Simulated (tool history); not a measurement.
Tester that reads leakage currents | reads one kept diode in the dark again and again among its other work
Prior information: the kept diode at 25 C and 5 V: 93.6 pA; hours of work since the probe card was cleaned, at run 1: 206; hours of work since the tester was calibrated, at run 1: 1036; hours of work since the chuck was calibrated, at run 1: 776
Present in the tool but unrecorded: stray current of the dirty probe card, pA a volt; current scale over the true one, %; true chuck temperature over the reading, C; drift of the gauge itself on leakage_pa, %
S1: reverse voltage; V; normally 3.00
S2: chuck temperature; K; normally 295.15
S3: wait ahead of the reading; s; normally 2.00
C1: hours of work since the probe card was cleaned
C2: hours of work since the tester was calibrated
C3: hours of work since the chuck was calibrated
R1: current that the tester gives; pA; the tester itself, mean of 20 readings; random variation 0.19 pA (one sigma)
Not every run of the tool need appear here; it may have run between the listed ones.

{"run": 1, "day": 0.0, "S1": 3.0, "S2": 295.15, "S3": 2.0, "C1": 206, "C2": 1036, "C3": 776, "R1": 60.8}
{"run": 2, "day": 1.121, "S1": 3.0, "S2": 295.15, "S3": 2.0, "C1": 218, "C2": 1048, "C3": 788, "R1": 60.57}
{"run": 3, "day": 2.271, "S1": 3.0, "S2": 295.15, "S3": 2.0, "C1": 231, "C2": 1060, "C3": 800, "R1": 60.68}
{"run": 4, "day": 3.538, "S1": 3.0, "S2": 295.15, "S3": 2.0, "C1": 244, "C2": 1074, "C3": 813, "R1": 60.78}
{"run": 5, "day": 4.9, "S1": 3.0, "S2": 295.15, "S3": 2.0, "C1": 259, "C2": 1088, "C3": 828, "R1": 60.88}
{"run": 6, "day": 5.612, "S1": 1.21, "S2": 295.15, "S3": 2.0, "C1": 266, "C2": 1096, "C3": 835, "R1": 44.33}
{"run": 7, "day": 6.458, "S1": 16.36, "S2": 295.15, "S3": 2.0, "C1": 275, "C2": 1105, "C3": 845, "R1": 112.64}
{"run": 8, "day": 7.196, "S1": 16.36, "S2": 295.15, "S3": 2.0, "C1": 283, "C2": 1113, "C3": 852, "R1": 113.38}
{"run": 9, "day": 8.417, "S1": 16.36, "S2": 295.15, "S3": 2.0, "C1": 296, "C2": 1126, "C3": 865, "R1": 113.3}
{"run": 10, "day": 9.704, "S1": 3.0, "S2": 295.15, "S3": 1.03, "C1": 310, "C2": 1139, "C3": 879, "R1": 61.4}
{"run": 11, "day": 10.296, "S1": 3.0, "S2": 295.15, "S3": 1.03, "C1": 316, "C2": 1146, "C3": 885, "R1": 61.21}
{"run": 12, "day": 11.479, "S1": 3.0, "S2": 295.15, "S3": 3.52, "C1": 329, "C2": 1158, "C3": 898, "R1": 60.28}
{"run": 13, "day": 12.538, "S1": 3.0, "S2": 295.15, "S3": 3.52, "C1": 340, "C2": 1170, "C3": 909, "R1": 60.41}
{"run": 14, "day": 13.8, "S1": 3.0, "S2": 295.15, "S3": 3.52, "C1": 354, "C2": 1183, "C3": 923, "R1": 60.66}
{"run": 15, "day": 14.567, "S1": 3.0, "S2": 295.15, "S3": 2.0, "C1": 362, "C2": 1191, "C3": 931, "R1": 61.1}
{"run": 16, "day": 15.412, "S1": 3.0, "S2": 295.15, "S3": 2.0, "C1": 371, "C2": 1200, "C3": 940, "R1": 60.97}
{"run": 17, "day": 16.208, "S1": 3.0, "S2": 295.15, "S3": 2.0, "C1": 379, "C2": 1209, "C3": 949, "R1": 60.51}
{"run": 18, "day": 17.221, "S1": 2.82, "S2": 307.15, "S3": 6.13, "C1": 390, "C2": 1220, "C3": 959, "R1": 163.27}
{"run": 19, "day": 18.038, "S1": 5.49, "S2": 310.15, "S3": 4.08, "C1": 399, "C2": 1228, "C3": 968, "R1": 262.24}
{"run": 20, "day": 19.167, "S1": 5.49, "S2": 316.15, "S3": 4.87, "C1": 411, "C2": 1240, "C3": 980, "R1": 420.35}
{"run": 21, "day": 19.725, "S1": 3.0, "S2": 328.15, "S3": 1.53, "C1": 417, "C2": 1246, "C3": 986, "R1": 832.69}
{"run": 22, "day": 20.433, "S1": 3.0, "S2": 302.15, "S3": 2.63, "C1": 424, "C2": 1254, "C3": 994, "R1": 110.45}
{"run": 23, "day": 21.012, "S1": 3.0, "S2": 296.15, "S3": 2.0, "C1": 431, "C2": 1260, "C3": 1000, "R1": 65.96}
{"run": 24, "day": 21.988, "S1": 3.0, "S2": 296.15, "S3": 2.0, "C1": 441, "C2": 1270, "C3": 1010, "R1": 66.05}
{"run": 25, "day": 22.575, "S1": 3.0, "S2": 296.15, "S3": 0.44, "C1": 447, "C2": 1277, "C3": 1017, "R1": 68.54}
{"run": 26, "day": 23.925, "S1": 3.0, "S2": 296.15, "S3": 0.44, "C1": 462, "C2": 1291, "C3": 1031, "R1": 68.59}
{"run": 27, "day": 24.908, "S1": 17.74, "S2": 295.15, "S3": 2.19, "C1": 472, "C2": 1302, "C3": 1041, "R1": 117.48}
{"run": 28, "day": 25.6, "S1": 17.74, "S2": 295.15, "S3": 2.19, "C1": 480, "C2": 1309, "C3": 1049, "R1": 117.78}
{"run": 29, "day": 26.404, "S1": 17.74, "S2": 294.15, "S3": 3.73, "C1": 488, "C2": 1318, "C3": 1057, "R1": 106.81}
{"run": 30, "day": 27.575, "S1": 3.0, "S2": 316.15, "S3": 5.19, "C1": 501, "C2": 1330, "C3": 1070, "R1": 339.51}
{"run": 31, "day": 28.804, "S1": 3.0, "S2": 316.15, "S3": 5.19, "C1": 514, "C2": 1343, "C3": 1083, "R1": 339.66}

Forecast each of these 3 alternatives for the next run:
{"run": "A", "day": 29.842, "S1": 1.85, "S2": 295.15, "S3": 2.0, "C1": 525, "C2": 1354, "C3": 1094, "R1": "?"}
{"run": "B", "day": 29.842, "S1": 1.22, "S2": 294.15, "S3": 2.83, "C1": 525, "C2": 1354, "C3": 1094, "R1": "?"}
{"run": "C", "day": 29.842, "S1": 4.36, "S2": 303.15, "S3": 2.0, "C1": 525, "C2": 1354, "C3": 1094, "R1": "?"}

run=A R1=51.21
run=B R1=40.44
run=C R1=136.22
Take away the tool's hidden state, keep each run's random variation, and the runs would have read:
run=A R1=51.62
run=B R1=40.86
run=C R1=137.22
